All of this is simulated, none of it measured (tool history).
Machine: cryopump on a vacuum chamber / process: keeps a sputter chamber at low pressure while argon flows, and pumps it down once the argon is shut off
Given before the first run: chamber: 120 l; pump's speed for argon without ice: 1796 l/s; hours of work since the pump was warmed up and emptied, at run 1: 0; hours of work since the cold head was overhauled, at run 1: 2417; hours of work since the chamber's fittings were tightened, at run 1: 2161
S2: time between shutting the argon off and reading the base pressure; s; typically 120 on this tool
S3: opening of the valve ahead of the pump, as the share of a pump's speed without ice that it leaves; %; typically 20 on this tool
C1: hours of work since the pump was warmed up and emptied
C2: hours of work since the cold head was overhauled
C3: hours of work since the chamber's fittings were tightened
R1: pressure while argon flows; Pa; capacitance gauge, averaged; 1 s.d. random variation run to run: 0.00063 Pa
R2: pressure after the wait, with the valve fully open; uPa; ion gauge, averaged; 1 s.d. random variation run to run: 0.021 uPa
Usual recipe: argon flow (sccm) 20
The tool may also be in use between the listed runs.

{"run": 1, "day": 0.0, "argon flow (sccm)": 20, "S2": 120, "S3": 20, "C1": 0, "C2": 2417, "C3": 2161, "R1": 0.0954, "R2": 1.76}
{"run": 2, "day": 2.562, "argon flow (sccm)": 20, "S2": 120, "S3": 36, "C1": 54, "C2": 2470, "C3": 2214, "R1": 0.0547, "R2": 1.89}
{"run": 3, "day": 5.117, "argon flow (sccm)": 20, "S2": 120, "S3": 36, "C1": 107, "C2": 2524, "C3": 2268, "R1": 0.0552, "R2": 1.98}
{"run": 4, "day": 7.338, "argon flow (sccm)": 20, "S2": 120, "S3": 36, "C1": 153, "C2": 2570, "C3": 2314, "R1": 0.0561, "R2": 2.12}
{"run": 5, "day": 9.938, "argon flow (sccm)": 20, "S2": 120, "S3": 36, "C1": 208, "C2": 2624, "C3": 2369, "R1": 0.0565, "R2": 2.28}
{"run": 6, "day": 11.504, "argon flow (sccm)": 20, "S2": 120, "S3": 15, "C1": 241, "C2": 2657, "C3": 2401, "R1": 0.1311, "R2": 2.35}
{"run": 7, "day": 12.988, "argon flow (sccm)": 9, "S2": 120, "S3": 20, "C1": 272, "C2": 2688, "C3": 2432, "R1": 0.0441, "R2": 2.52}
{"run": 8, "day": 15.012, "argon flow (sccm)": 20, "S2": 120, "S3": 20, "C1": 314, "C2": 2731, "C3": 2475, "R1": 0.0994, "R2": 2.54}
{"run": 9, "day": 16.604, "argon flow (sccm)": 20, "S2": 120, "S3": 20, "C1": 347, "C2": 2764, "C3": 2508, "R1": 0.1017, "R2": 2.65}
{"day": 17.854, "done": "pump warmed up, emptied and cooled again"}
{"run": 10, "day": 19.271, "argon flow (sccm)": 30, "S2": 120, "S3": 20, "C1": 30, "C2": 2815, "C3": 2560, "R1": 0.143, "R2": 2.04}
{"run": 11, "day": 21.312, "argon flow (sccm)": 30, "S2": 120, "S3": 20, "C1": 72, "C2": 2858, "C3": 2602, "R1": 0.1455, "R2": 2.18}
{"run": 12, "day": 23.25, "argon flow (sccm)": 20, "S2": 120, "S3": 20, "C1": 113, "C2": 2899, "C3": 2643, "R1": 0.0966, "R2": 2.35}
{"run": 13, "day": 25.675, "argon flow (sccm)": 20, "S2": 120, "S3": 20, "C1": 164, "C2": 2949, "C3": 2693, "R1": 0.0971, "R2": 2.41}
{"run": 14, "day": 28.446, "argon flow (sccm)": 20, "S2": 120, "S3": 20, "C1": 222, "C2": 3007, "C3": 2751, "R1": 0.0995, "R2": 2.56}
{"run": 15, "day": 30.525, "argon flow (sccm)": 20, "S2": 120, "S3": 55, "C1": 265, "C2": 3051, "C3": 2795, "R1": 0.04, "R2": 2.74}
{"run": 16, "day": 32.138, "argon flow (sccm)": 20, "S2": 120, "S3": 55, "C1": 299, "C2": 3084, "C3": 2829, "R1": 0.0416, "R2": 2.97}
{"run": 17, "day": 35.058, "argon flow (sccm)": 20, "S2": 120, "S3": 20, "C1": 360, "C2": 3146, "C3": 2890, "R1": 0.1024, "R2": 3.05}
{"day": 35.838, "done": "pump warmed up, emptied and cooled again"}
{"day": 37.412, "done": "leaking fittings of the chamber tightened, without venting"}
{"run": 18, "day": 37.783, "argon flow (sccm)": 20, "S2": 120, "S3": 20, "C1": 39, "C2": 3196, "C3": 8, "R1": 0.0956, "R2": 0.34}
{"run": 19, "day": 39.862, "argon flow (sccm)": 29, "S2": 289, "S3": 20, "C1": 82, "C2": 3240, "C3": 51, "R1": 0.1411, "R2": 0.28}
{"run": 20, "day": 42.254, "argon flow (sccm)": 29, "S2": 289, "S3": 20, "C1": 132, "C2": 3290, "C3": 101, "R1": 0.1426, "R2": 0.36}

What does the tool deliver on the next run?
{"run": 21, "day": 45.338, "argon flow (sccm)": 29, "S2": 163, "S3": 20, "C1": 197, "C2": 3354, "C3": 166, "R1": "?", "R2": "?"}

R1: 0.1415 Pa
R2: 0.43 uPa
Take away the tool's hidden state, keep the run-to-run variation as it was, and the same run would have given R1 0.1354 Pa, R2 0.25 uPa.

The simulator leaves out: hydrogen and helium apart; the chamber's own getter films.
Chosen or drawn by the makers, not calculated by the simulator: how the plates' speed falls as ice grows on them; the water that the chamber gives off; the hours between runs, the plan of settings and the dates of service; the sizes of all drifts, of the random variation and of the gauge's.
